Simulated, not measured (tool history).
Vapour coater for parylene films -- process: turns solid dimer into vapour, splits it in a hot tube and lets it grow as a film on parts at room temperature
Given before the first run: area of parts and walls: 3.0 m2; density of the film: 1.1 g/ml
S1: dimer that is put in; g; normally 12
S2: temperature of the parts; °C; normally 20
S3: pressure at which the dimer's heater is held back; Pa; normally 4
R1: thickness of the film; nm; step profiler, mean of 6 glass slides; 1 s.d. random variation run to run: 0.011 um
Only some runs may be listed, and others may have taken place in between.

Run 1, hour 0: usual settings. Result: R1 1910 nm.
Run 2, hour 19: usual settings. Result: R1 1910 nm.
Run 3, hour 36.9: usual settings. Result: R1 1910 nm.
Run 4, hour 55.8: usual settings but S2 28 °C. Result: R1 1330 nm.
Run 5, hour 90.7: usual settings but S1 14 g. Result: R1 2220 nm.
Run 6, hour 123.9: usual settings but S1 14 g. Result: R1 2230 nm.

Run 7 comes next. What will it give?
Run 7, hour 144.8: usual settings but S1 14 g. Result: R1 ?.

{"run 7": {"R1": 2250}}
With the hidden condition absent and the run-to-run variation left alone, this run would have shown R1 2250 nm.

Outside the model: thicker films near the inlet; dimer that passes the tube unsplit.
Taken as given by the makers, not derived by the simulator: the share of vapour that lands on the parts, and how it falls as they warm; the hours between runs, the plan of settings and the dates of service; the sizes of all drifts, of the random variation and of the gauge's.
